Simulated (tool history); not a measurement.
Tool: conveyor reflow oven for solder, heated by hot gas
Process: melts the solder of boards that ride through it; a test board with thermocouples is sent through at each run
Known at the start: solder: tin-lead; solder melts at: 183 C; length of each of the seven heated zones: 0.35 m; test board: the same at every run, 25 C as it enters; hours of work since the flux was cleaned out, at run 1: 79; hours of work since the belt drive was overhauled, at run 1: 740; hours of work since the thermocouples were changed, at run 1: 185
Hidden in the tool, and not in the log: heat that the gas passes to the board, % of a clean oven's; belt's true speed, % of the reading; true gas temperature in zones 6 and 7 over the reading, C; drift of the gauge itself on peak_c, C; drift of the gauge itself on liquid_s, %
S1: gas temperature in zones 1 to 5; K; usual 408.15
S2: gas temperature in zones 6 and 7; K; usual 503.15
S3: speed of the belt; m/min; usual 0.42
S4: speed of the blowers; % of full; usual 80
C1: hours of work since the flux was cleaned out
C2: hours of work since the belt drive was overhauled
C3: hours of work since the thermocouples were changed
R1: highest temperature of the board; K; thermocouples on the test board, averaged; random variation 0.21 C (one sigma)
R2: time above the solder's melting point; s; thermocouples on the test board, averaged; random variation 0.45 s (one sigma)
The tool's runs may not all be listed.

run	hour	S1	S2	S3	S4	C1	C2	C3	R1	R2
1	0	408.15	503.15	0.42	80	79	740	185	493.25	79.8
2	46.8	408.15	503.15	0.42	80	99	760	206	493.35	80.6
3	80.5	398.15	503.15	0.42	80	114	775	220	491.95	74.3
4	116.5	395.15	503.15	0.42	80	129	791	236	491.55	73.6
5	146	395.15	503.15	0.42	80	142	804	249	492.15	73.9
6	196.6	395.15	503.15	0.42	80	164	826	271	491.25	73.2
7	219.8	395.15	503.15	0.42	80	175	836	281	490.95	73
8	245.9	408.15	503.15	0.42	60	186	847	292	489.75	75.6
9	275.3	408.15	495.15	0.42	80	199	860	305	485.05	72.6
10	303.8	408.15	503.15	0.413	80	211	872	318	493.35	81.6
# hour 315.3: flux residue cleaned out of gas plates and filters
11	333.4	408.15	503.15	0.413	80	8	883	328	494.55	83.2
12	356.1	408.15	503.15	0.413	80	18	893	338	494.35	84.3
13	399.8	408.15	503.15	0.413	80	37	912	357	494.15	83
# hour 427.2: belt drive overhauled, speed set with a stopwatch
14	455.7	408.15	503.15	0.413	80	59	12	380	494.35	85
15	497.1	408.15	503.15	0.413	80	78	30	398	494.25	84.4
16	550.8	408.15	503.15	0.413	80	101	54	421	494.45	84.3
17	575.3	408.15	503.15	0.378	77	112	65	432	495.95	94.1
# hour 596.2: belt drive overhauled, speed set with a stopwatch, once more
18	630.9	409.15	503.15	0.42	82	134	15	455	493.15	79.2
19	681.4	401.15	504.15	0.383	76	156	37	477	494.55	85.2
20	726	399.15	515.15	0.451	60	176	57	496	496.05	70.9
21	780.5	396.15	504.15	0.378	80	199	80	520	494.65	83.7
# hour 815.9: flux residue cleaned out of gas plates and filters
22	815.9	406.15	504.15	0.378	80	0	94	533	497.05	91.2
23	855.8	406.15	504.15	0.378	80	17	111	551	496.95	90.6
24	889.6	418.15	502.15	0.353	88	32	126	565	498.25	104.3
25	923.4	417.15	493.15	0.446	88	47	141	580	484.95	71.2
26	975.6	405.15	506.15	0.363	80	70	163	603	499.55	96.5
27	1004.7	408.15	503.15	0.419	72	82	176	615	492.65	79.1
28	1036.3	422.15	501.15	0.419	72	96	190	629	492.85	83.9

Hidden state or all else? Some run-to-run changes of R1, split into what the settings, what came in and random variation would give without the hidden state, and what is left for the hidden state (with any gauge scatter that isn't in both results):
Run 10 -> 11: flux residue cleaned out of gas plates and filters. R1 +1.2 K: hidden state +1.4, all else -0.2.
Run 21 -> 22: S1 396.15 -> 406.15, flux residue cleaned out of gas plates and filters. R1 +2.4 K: hidden state +1.5, all else +0.9.
Run 24 -> 25: S1 418.15 -> 417.15, S2 502.15 -> 493.15, S3 0.353 -> 0.446. R1 -13.3 K: hidden state -0.2, all else -13.1.
Run 25 -> 26: S1 417.15 -> 405.15, S2 493.15 -> 506.15, S3 0.446 -> 0.363, S4 88 -> 80. R1 +14.6 K: hidden state +0, all else +14.6.
